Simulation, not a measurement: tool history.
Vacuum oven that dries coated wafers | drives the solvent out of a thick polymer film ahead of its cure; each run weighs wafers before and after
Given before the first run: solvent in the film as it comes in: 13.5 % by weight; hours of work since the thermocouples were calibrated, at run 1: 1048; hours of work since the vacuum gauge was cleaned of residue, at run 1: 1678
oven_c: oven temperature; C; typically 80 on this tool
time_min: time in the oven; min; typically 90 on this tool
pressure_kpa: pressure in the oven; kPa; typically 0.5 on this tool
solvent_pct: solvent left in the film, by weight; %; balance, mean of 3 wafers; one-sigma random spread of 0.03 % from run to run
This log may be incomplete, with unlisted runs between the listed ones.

run	hour	oven_c	time_min	pressure_kpa	hours of work since the thermocouples were calibrated	hours of work since the vacuum gauge was cleaned of residue	solvent_pct
1	0	80	90	0.5	1048	1678	1.24
2	115	80	52	0.5	1095	1725	2.9
3	192.8	80	90	0.5	1126	1757	1.24
4	317	80	90	0.57	1177	1807	1.32
5	423.1	80	90	0.57	1220	1851	1.19
6	516.7	80	90	0.57	1258	1889	1.29
7	615.9	80	90	0.5	1298	1929	1.25
8	706.5	80	90	0.5	1335	1966	1.19
9	810.1	80	90	0.5	1377	2008	1.2
10	869.2	80	90	0.5	1401	2032	1.22
11	950.8	80	90	0.77	1435	2065	1.33
12	1038	80	78	0.5	1470	2101	1.55
13	1135.4	80	78	0.5	1510	2140	1.56
14	1189.9	80	78	0.5	1532	2163	1.61
# hour 1253.5: oven's thermocouples calibrated
15	1297.8	80	78	0.5	18	2206	1.57
16	1389.3	80	90	0.5	55	2243	1.22
17	1465	80	109	0.331	86	2274	0.76
18	1546.8	86	54	0.5	119	2307	1.7
19	1628.6	80	80	1.831	153	2340	2.08
20	1693.7	81	80	1.831	179	2367	1.97
21	1748.2	86	66	0.341	201	2389	1.13
22	1844.2	86	66	0.341	240	2428	1.08
23	1900.8	75	84	1.121	263	2451	2.61
# hour 1938.7: vacuum gauge cleaned of residue and calibrated
24	1959.6	92	81	1.121	287	8	0.51
25	2080.4	87	75	1.454	336	58	1.15
26	2181.4	86	51	1.776	377	99	2.22
27	2254.1	86	51	1.776	407	128	2.3
28	2335	79	90	0.5	439	161	1.33
29	2401.6	79	90	0.5	467	188	1.34
30	2468.5	79	110	0.5	494	216	0.96
31	2576.3	71	123	0.37	538	259	1.71
32	2679.7	92	124	0.5	580	302	0.19

What if the next run were any one of these 3? Each begins from the tool's condition after run 32:
A	2798	67	72	1.699	628	350	?
B	2798	85	90	0.314	628	350	?
C	2798	92	97	1.766	628	350	?

run	solvent_pct
A	5.24
B	0.57
C	0.69
Take away the tool's hidden state, keep each run's random variation, and the runs would have read:
run	solvent_pct
A	5.22
B	0.56
C	0.68
